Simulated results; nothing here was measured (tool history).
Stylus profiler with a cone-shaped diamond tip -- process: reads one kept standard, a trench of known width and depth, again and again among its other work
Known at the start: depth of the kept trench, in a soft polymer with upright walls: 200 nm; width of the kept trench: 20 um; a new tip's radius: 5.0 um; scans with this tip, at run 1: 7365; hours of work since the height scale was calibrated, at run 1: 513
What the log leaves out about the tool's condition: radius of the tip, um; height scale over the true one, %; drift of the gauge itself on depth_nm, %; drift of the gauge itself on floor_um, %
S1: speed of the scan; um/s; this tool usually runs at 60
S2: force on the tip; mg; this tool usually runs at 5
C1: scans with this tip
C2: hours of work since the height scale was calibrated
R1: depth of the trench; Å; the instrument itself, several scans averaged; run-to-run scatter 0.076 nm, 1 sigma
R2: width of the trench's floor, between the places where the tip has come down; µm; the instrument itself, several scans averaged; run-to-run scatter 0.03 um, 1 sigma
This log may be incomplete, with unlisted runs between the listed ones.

| run | hour | S1 | S2 | C1 | C2 | R1 | R2 |
|---|---|---|---|---|---|---|---|
| 1 | 0 | 60 | 5 | 7365 | 513 | 2021.8 | 16.27 |
| 2 | 71 | 25 | 5 | 8023 | 558 | 2023.6 | 16.31 |
| 3 | 127.2 | 25 | 5 | 8543 | 595 | 2023.2 | 16.25 |
| 4 | 194 | 25 | 5 | 9161 | 638 | 2020.9 | 16.2 |
| 5 | 247.6 | 60 | 5 | 9657 | 672 | 2020.8 | 16.1 |
| 6 | 335.2 | 60 | 5 | 10468 | 729 | 2022.1 | 16.02 |
| 7 | 384.1 | 60 | 5 | 10920 | 760 | 2020.1 | 15.98 |
| 8 | 457.8 | 60 | 4.38 | 11603 | 808 | 2018.8 | 15.96 |
| 9 | 502.2 | 89 | 6.61 | 12014 | 836 | 2026.3 | 15.84 |
|  | 507 | height scale calibrated on a step standard |
| 10 | 575.2 | 85 | 5 | 12684 | 44 | 2020.2 | 15.78 |
| 11 | 638.4 | 85 | 5 | 13270 | 85 | 2017.9 | 15.82 |
|  | 710.1 | height scale calibrated on a step standard, once more |
| 12 | 711.6 | 190 | 14.64 | 13943 | 1 | 2054.8 | 15.62 |
| 13 | 755.2 | 183 | 10.24 | 14346 | 29 | 2042.4 | 15.58 |
|  | 821.6 | new tip fitted, height scale calibrated |
| 14 | 827.8 | 30 | 7.05 | 58 | 4 | 2034.2 | 17.11 |
| 15 | 918 | 30 | 7.05 | 892 | 62 | 2033.4 | 16.95 |

Alternative continuations, all from the tool just after run 15; predict every row:
| A | 979.9 | 77 | 7.35 | 1466 | 102 | ? | ? |
| B | 979.9 | 73 | 5.94 | 1466 | 102 | ? | ? |
| C | 979.9 | 20 | 13.58 | 1466 | 102 | ? | ? |
| D | 979.9 | 23 | 5 | 1466 | 102 | ? | ? |
| E | 979.9 | 100 | 2.08 | 1466 | 102 | ? | ? |

| run | R1 | R2 |
|---|---|---|
| A | 2034 | 16.83 |
| B | 2030.7 | 16.85 |
| C | 2052 | 16.92 |
| D | 2026.9 | 16.92 |
| E | 2013.7 | 16.74 |
The same runs, with their run-to-run variation unchanged, on a tool lacking any hidden condition would have given:
| run | R1 | R2 |
|---|---|---|
| A | 2034.3 | 17.06 |
| B | 2031 | 17.09 |
| C | 2052.4 | 17.15 |
| D | 2027.2 | 17.15 |
| E | 2014 | 16.97 |

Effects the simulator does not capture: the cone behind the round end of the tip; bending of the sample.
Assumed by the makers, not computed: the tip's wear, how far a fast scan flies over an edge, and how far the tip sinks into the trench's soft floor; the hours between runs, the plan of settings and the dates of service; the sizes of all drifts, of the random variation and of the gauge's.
